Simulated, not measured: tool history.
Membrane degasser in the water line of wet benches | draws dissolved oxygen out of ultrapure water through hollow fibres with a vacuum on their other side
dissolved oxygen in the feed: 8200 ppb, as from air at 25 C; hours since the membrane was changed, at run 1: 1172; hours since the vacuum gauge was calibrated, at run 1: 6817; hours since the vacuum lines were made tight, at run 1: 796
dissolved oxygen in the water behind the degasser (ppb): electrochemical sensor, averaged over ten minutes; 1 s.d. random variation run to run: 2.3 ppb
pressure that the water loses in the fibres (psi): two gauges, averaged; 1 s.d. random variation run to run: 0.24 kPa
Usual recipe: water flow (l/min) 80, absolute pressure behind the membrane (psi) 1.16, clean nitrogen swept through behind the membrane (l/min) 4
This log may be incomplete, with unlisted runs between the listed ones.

| run | hour | water flow (l/min) | absolute pressure behind the membrane (psi) | clean nitrogen swept through behind the membrane (l/min) | hours since the membrane was changed | hours since the vacuum gauge was calibrated | hours since the vacuum lines were made tight | dissolved oxygen in the water behind the degasser (ppb) | pressure that the water loses in the fibres (psi) |
|---|---|---|---|---|---|---|---|---|---|
| 1 | 0 | 80 | 1.16 | 4 | 1172 | 6817 | 796 | 225.9 | 9.381 |
| 2 | 93.6 | 80 | 1.16 | 4 | 1266 | 6911 | 889 | 225.8 | 9.396 |
| 3 | 156.6 | 80 | 1.16 | 4 | 1329 | 6974 | 952 | 225.1 | 9.346 |
| 4 | 231.8 | 80 | 1.16 | 4 | 1404 | 7049 | 1028 | 224.3 | 9.33 |
| 5 | 296.7 | 80 | 1.16 | 4 | 1469 | 7114 | 1093 | 222.5 | 9.38 |
| 6 | 356.3 | 80 | 1.16 | 4 | 1528 | 7174 | 1152 | 223 | 9.298 |
| 7 | 424.8 | 80 | 1.16 | 3.97 | 1597 | 7242 | 1221 | 223.8 | 9.41 |
| 8 | 517 | 80 | 1.16 | 2.8 | 1689 | 7334 | 1313 | 300.7 | 9.352 |
| 9 | 562.5 | 50 | 1.759 | 5.25 | 1735 | 7380 | 1358 | 196.2 | 5.889 |
| 10 | 645.5 | 79 | 0.709 | 7.54 | 1818 | 7463 | 1441 | 55.2 | 9.248 |
| 11 | 702.2 | 126 | 0.844 | 9.73 | 1874 | 7519 | 1498 | 174.4 | 14.756 |

What if the next run were any one of these 4? Each begins from the tool's condition after run 11:
| A | 747.3 | 80 | 0.97 | 4 | 1919 | 7565 | 1543 | ? | ? |
| B | 747.3 | 126 | 1.79 | 9.73 | 1919 | 7565 | 1543 | ? | ? |
| C | 747.3 | 50 | 0.844 | 9.73 | 1919 | 7565 | 1543 | ? | ? |
| D | 747.3 | 66 | 2.556 | 9.73 | 1919 | 7565 | 1543 | ? | ? |

| run | dissolved oxygen in the water behind the degasser (ppb) | pressure that the water loses in the fibres (psi) |
|---|---|---|
| A | 166.3 | 9.356 |
| B | 359.4 | 14.717 |
| C | 33.6 | 5.877 |
| D | 233 | 7.704 |
Stripped of hidden state, with their random variation kept, the same runs would have yielded:
| run | dissolved oxygen in the water behind the degasser (ppb) | pressure that the water loses in the fibres (psi) |
|---|---|---|
| A | 165.7 | 9.352 |
| B | 358.8 | 14.711 |
| C | 33.4 | 5.875 |
| D | 232.7 | 7.7 |
